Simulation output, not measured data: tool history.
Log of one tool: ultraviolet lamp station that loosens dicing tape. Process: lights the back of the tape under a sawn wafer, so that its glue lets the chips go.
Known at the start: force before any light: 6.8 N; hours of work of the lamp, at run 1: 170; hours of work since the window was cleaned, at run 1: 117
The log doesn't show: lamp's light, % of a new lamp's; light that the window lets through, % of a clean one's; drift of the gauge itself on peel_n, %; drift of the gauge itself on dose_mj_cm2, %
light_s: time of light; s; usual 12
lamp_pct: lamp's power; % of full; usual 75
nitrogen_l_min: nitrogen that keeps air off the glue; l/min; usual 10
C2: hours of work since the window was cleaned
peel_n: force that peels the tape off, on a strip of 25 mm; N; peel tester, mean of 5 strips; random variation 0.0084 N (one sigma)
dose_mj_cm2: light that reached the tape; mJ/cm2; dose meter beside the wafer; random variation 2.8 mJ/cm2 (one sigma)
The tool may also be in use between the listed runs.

run 1 hour=0 | light_s=12 lamp_pct=75 nitrogen_l_min=10 | hours_of_work_of_the_lamp=170 C2=117 | peel_n=0.426 dose_mj_cm2=364
run 2 hour=15.6 | light_s=12 lamp_pct=75 nitrogen_l_min=10 | hours_of_work_of_the_lamp=180 C2=126 | peel_n=0.426 dose_mj_cm2=361
run 3 hour=31.3 | light_s=12 lamp_pct=75 nitrogen_l_min=10 | hours_of_work_of_the_lamp=189 C2=136 | peel_n=0.44 dose_mj_cm2=352
run 4 hour=46.1 | light_s=12 lamp_pct=75 nitrogen_l_min=10 | hours_of_work_of_the_lamp=198 C2=145 | peel_n=0.465 dose_mj_cm2=357
run 5 hour=60.1 | light_s=12 lamp_pct=75 nitrogen_l_min=10 | hours_of_work_of_the_lamp=207 C2=154 | peel_n=0.446 dose_mj_cm2=350
run 6 hour=74.7 | light_s=12 lamp_pct=82 nitrogen_l_min=10 | hours_of_work_of_the_lamp=216 C2=162 | peel_n=0.374 dose_mj_cm2=379
run 7 hour=86 | light_s=12 lamp_pct=82 nitrogen_l_min=10 | hours_of_work_of_the_lamp=223 C2=169 | peel_n=0.377 dose_mj_cm2=377
run 8 hour=96.3 | light_s=12 lamp_pct=82 nitrogen_l_min=10 | hours_of_work_of_the_lamp=229 C2=176 | peel_n=0.393 dose_mj_cm2=371
run 9 hour=109 | light_s=12 lamp_pct=75 nitrogen_l_min=10 | hours_of_work_of_the_lamp=237 C2=183 | peel_n=0.466 dose_mj_cm2=342
run 10 hour=116.7 | light_s=12 lamp_pct=75 nitrogen_l_min=10 | hours_of_work_of_the_lamp=242 C2=188 | peel_n=0.468 dose_mj_cm2=346
run 11 hour=132 | light_s=12 lamp_pct=75 nitrogen_l_min=10 | hours_of_work_of_the_lamp=251 C2=197 | peel_n=0.501 dose_mj_cm2=340
run 12 hour=147.9 | light_s=12 lamp_pct=75 nitrogen_l_min=10 | hours_of_work_of_the_lamp=261 C2=207 | peel_n=0.476 dose_mj_cm2=341
run 13 hour=164.2 | light_s=12 lamp_pct=75 nitrogen_l_min=10 | hours_of_work_of_the_lamp=271 C2=217 | peel_n=0.484 dose_mj_cm2=333
run 14 hour=176.8 | light_s=12 lamp_pct=75 nitrogen_l_min=10 | hours_of_work_of_the_lamp=278 C2=225 | peel_n=0.486 dose_mj_cm2=334
run 15 hour=185 | light_s=20 lamp_pct=81 nitrogen_l_min=5 | hours_of_work_of_the_lamp=283 C2=230 | peel_n=0.238 dose_mj_cm2=596
-- hour=192.2 window cleaned of glue's vapour
run 16 hour=199.7 | light_s=12 lamp_pct=75 nitrogen_l_min=4 | hours_of_work_of_the_lamp=292 C2=5 | peel_n=0.785 dose_mj_cm2=361
run 17 hour=215.6 | light_s=12 lamp_pct=75 nitrogen_l_min=4 | hours_of_work_of_the_lamp=302 C2=14 | peel_n=0.804 dose_mj_cm2=352
run 18 hour=231.2 | light_s=18 lamp_pct=67 nitrogen_l_min=12 | hours_of_work_of_the_lamp=311 C2=24 | peel_n=0.225 dose_mj_cm2=477
run 19 hour=245.6 | light_s=12 lamp_pct=75 nitrogen_l_min=13 | hours_of_work_of_the_lamp=320 C2=33 | peel_n=0.37 dose_mj_cm2=354
run 20 hour=259.2 | light_s=8 lamp_pct=97 nitrogen_l_min=15 | hours_of_work_of_the_lamp=328 C2=41 | peel_n=0.471 dose_mj_cm2=305
run 21 hour=266.7 | light_s=9 lamp_pct=86 nitrogen_l_min=10 | hours_of_work_of_the_lamp=333 C2=46 | peel_n=0.613 dose_mj_cm2=300
run 22 hour=276.7 | light_s=18 lamp_pct=68 nitrogen_l_min=3 | hours_of_work_of_the_lamp=339 C2=52 | peel_n=0.558 dose_mj_cm2=474
run 23 hour=290.9 | light_s=18 lamp_pct=68 nitrogen_l_min=3 | hours_of_work_of_the_lamp=348 C2=60 | peel_n=0.576 dose_mj_cm2=474
run 24 hour=299.8 | light_s=12 lamp_pct=75 nitrogen_l_min=9 | hours_of_work_of_the_lamp=353 C2=66 | peel_n=0.481 dose_mj_cm2=343
run 25 hour=307.6 | light_s=8 lamp_pct=95 nitrogen_l_min=7 | hours_of_work_of_the_lamp=358 C2=71 | peel_n=0.815 dose_mj_cm2=292

5 ways to go on from here, each from the tool as it stands after run 25. What would each give?
run A hour=315.5 | light_s=6 lamp_pct=87 nitrogen_l_min=4 | hours_of_work_of_the_lamp=363 C2=75 | peel_n=? dose_mj_cm2=?
run B hour=315.5 | light_s=14 lamp_pct=66 nitrogen_l_min=17 | hours_of_work_of_the_lamp=363 C2=75 | peel_n=? dose_mj_cm2=?
run C hour=315.5 | light_s=13 lamp_pct=70 nitrogen_l_min=5 | hours_of_work_of_the_lamp=363 C2=75 | peel_n=? dose_mj_cm2=?
run D hour=315.5 | light_s=7 lamp_pct=94 nitrogen_l_min=11 | hours_of_work_of_the_lamp=363 C2=75 | peel_n=? dose_mj_cm2=?
run E hour=315.5 | light_s=11 lamp_pct=95 nitrogen_l_min=18 | hours_of_work_of_the_lamp=363 C2=75 | peel_n=? dose_mj_cm2=?

run=A peel_n=1.963 dose_mj_cm2=202
run=B peel_n=0.335 dose_mj_cm2=347
run=C peel_n=0.746 dose_mj_cm2=347
run=D peel_n=0.838 dose_mj_cm2=247
run=E peel_n=0.246 dose_mj_cm2=402
Without the tool's hidden state the same runs would have given:
run=A peel_n=1.618 dose_mj_cm2=235
run=B peel_n=0.247 dose_mj_cm2=404
run=C peel_n=0.549 dose_mj_cm2=403
run=D peel_n=0.622 dose_mj_cm2=287
run=E peel_n=0.191 dose_mj_cm2=468

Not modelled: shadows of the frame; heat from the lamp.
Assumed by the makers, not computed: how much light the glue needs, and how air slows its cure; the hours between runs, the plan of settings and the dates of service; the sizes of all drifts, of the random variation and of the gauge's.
